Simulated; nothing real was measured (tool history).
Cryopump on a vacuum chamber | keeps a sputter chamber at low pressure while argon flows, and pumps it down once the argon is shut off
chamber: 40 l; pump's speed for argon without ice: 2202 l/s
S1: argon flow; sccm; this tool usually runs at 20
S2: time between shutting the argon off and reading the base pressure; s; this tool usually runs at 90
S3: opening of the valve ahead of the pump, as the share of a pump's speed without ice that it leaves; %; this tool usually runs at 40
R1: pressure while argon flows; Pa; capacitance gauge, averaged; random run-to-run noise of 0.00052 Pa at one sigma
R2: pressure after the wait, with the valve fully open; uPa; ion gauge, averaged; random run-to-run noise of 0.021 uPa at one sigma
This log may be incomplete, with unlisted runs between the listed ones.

run	day	S1	S2	S3	R1	R2
1	0.000	20	90	40	0.0389	1.05
2	0.821	20	90	40	0.0389	1.12
3	1.500	20	298	40	0.0391	0.87
4	2.562	20	298	40	0.0392	0.82
5	3.121	20	298	40	0.0393	0.87
6	3.758	20	298	40	0.0387	0.82
7	4.796	20	298	40	0.0398	0.94
8	5.638	20	90	40	0.0394	1.09
9	6.638	20	90	40	0.0391	1.10
10	7.625	24	47	16	0.1161	1.34
11	8.121	24	47	16	0.1166	1.35
12	8.708	9	63	21	0.0336	1.26
13	9.704	20	90	16	0.0980	1.14
14	10.433	20	175	36	0.0436	1.01
15	11.183	39	255	16	0.1894	0.95
16	11.804	17	90	17	0.0769	1.13
17	12.454	20	41	29	0.0548	1.51
18	13.583	20	60	42	0.0380	1.26

Pick out some run-to-run changes in R1. Of each, how much would a tool without hidden state show as well, from the settings, what came in and chance, and how much is left for the hidden state and any gauge scatter not in both results compared?
Unlogged tool condition in this case: pump's speed, % of a pump's without ice; cold plate's temperature, K; leak into the chamber, uPa l/s; drift of the gauge itself on working_pa, %; drift of the gauge itself on base_upa, %.
Run 14 -> 15: S1 20 -> 39, S2 175 -> 255, S3 36 -> 16. R1 +0.1458 Pa: hidden state +0.0011, all else +0.1447.
Run 15 -> 16: S1 39 -> 17, S2 255 -> 90, S3 16 -> 17. R1 -0.1125 Pa: hidden state -0.0012, all else -0.1113.
